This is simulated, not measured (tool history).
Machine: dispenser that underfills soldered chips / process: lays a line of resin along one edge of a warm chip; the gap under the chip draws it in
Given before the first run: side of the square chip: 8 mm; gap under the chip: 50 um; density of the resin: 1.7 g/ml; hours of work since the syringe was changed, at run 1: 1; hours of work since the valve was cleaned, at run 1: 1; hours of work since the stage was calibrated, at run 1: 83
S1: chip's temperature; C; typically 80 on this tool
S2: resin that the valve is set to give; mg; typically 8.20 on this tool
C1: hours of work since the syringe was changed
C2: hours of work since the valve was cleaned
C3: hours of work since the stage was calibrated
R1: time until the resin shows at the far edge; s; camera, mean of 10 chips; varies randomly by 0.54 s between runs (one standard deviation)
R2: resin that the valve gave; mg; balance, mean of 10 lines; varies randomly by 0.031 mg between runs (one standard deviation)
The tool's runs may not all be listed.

| run | hour | S1 | S2 | C1 | C2 | C3 | R1 | R2 |
|---|---|---|---|---|---|---|---|---|
| 1 | 0.0 | 80 | 8.20 | 1 | 1 | 83 | 48.1 | 8.18 |
| 2 | 9.9 | 72 | 8.20 | 9 | 9 | 90 | 93.4 | 8.22 |
|  | 14.0 | new syringe of resin |
| 3 | 18.6 | 80 | 9.41 | 4 | 16 | 97 | 50.3 | 9.34 |
|  | 29.6 | new syringe of resin |
| 4 | 29.9 | 80 | 9.41 | 0 | 24 | 106 | 44.3 | 9.28 |
| 5 | 37.5 | 94 | 8.20 | 6 | 30 | 112 | 30.9 | 8.10 |
|  | 45.4 | new syringe of resin |
| 6 | 47.9 | 80 | 8.20 | 2 | 38 | 120 | 48.3 | 8.06 |
| 7 | 53.8 | 80 | 8.20 | 7 | 43 | 124 | 57.6 | 8.05 |
| 8 | 60.4 | 80 | 8.20 | 12 | 48 | 129 | 72.7 | 7.95 |
|  | 61.3 | new syringe of resin |
| 9 | 72.2 | 80 | 9.42 | 9 | 57 | 139 | 63.1 | 9.16 |
|  | 77.7 | new syringe of resin |
| 10 | 83.2 | 80 | 9.42 | 4 | 66 | 147 | 54.2 | 9.11 |
| 11 | 90.0 | 80 | 9.42 | 10 | 71 | 152 | 64.7 | 9.05 |
|  | 93.9 | new syringe of resin |
| 12 | 95.2 | 80 | 9.42 | 1 | 75 | 156 | 46.6 | 9.00 |
| 13 | 101.4 | 80 | 9.42 | 6 | 80 | 161 | 55.9 | 9.03 |
| 14 | 107.2 | 80 | 7.69 | 10 | 84 | 166 | 70.6 | 7.34 |
|  | 109.5 | new syringe of resin |
| 15 | 113.9 | 80 | 7.69 | 3 | 89 | 171 | 53.3 | 7.34 |
| 16 | 124.0 | 80 | 10.11 | 11 | 97 | 179 | 69.9 | 9.51 |
|  | 125.9 | new syringe of resin |
| 17 | 133.8 | 80 | 10.11 | 6 | 105 | 186 | 56.4 | 9.47 |
|  | 141.8 | new syringe of resin |
| 18 | 142.8 | 80 | 8.20 | 1 | 112 | 193 | 48.9 | 7.76 |
| 19 | 153.2 | 80 | 9.17 | 9 | 120 | 201 | 65.9 | 8.62 |
|  | 157.6 | new syringe of resin |
| 20 | 159.0 | 87 | 7.58 | 1 | 124 | 205 | 35.0 | 7.05 |
| 21 | 165.9 | 73 | 7.62 | 7 | 130 | 211 | 84.8 | 7.07 |
|  | 169.5 | dispensing valve cleaned and set on the balance |
|  | 174.7 | new syringe of resin |
| 22 | 177.6 | 84 | 8.93 | 2 | 6 | 219 | 42.2 | 8.91 |
| 23 | 187.7 | 91 | 10.64 | 10 | 14 | 227 | 41.2 | 10.58 |

Predict the results of run 24:
|  | 190.9 | new syringe of resin |
| 24 | 196.4 | 84 | 9.90 | 4 | 21 | 234 | ? | ? |

For run 24 the tool returned R1 43.8 s, R2 9.76 mg.
Take away the tool's hidden state, keep the run-to-run variation as it was, and the same run would have given R1 37.0 s, R2 9.90 mg.
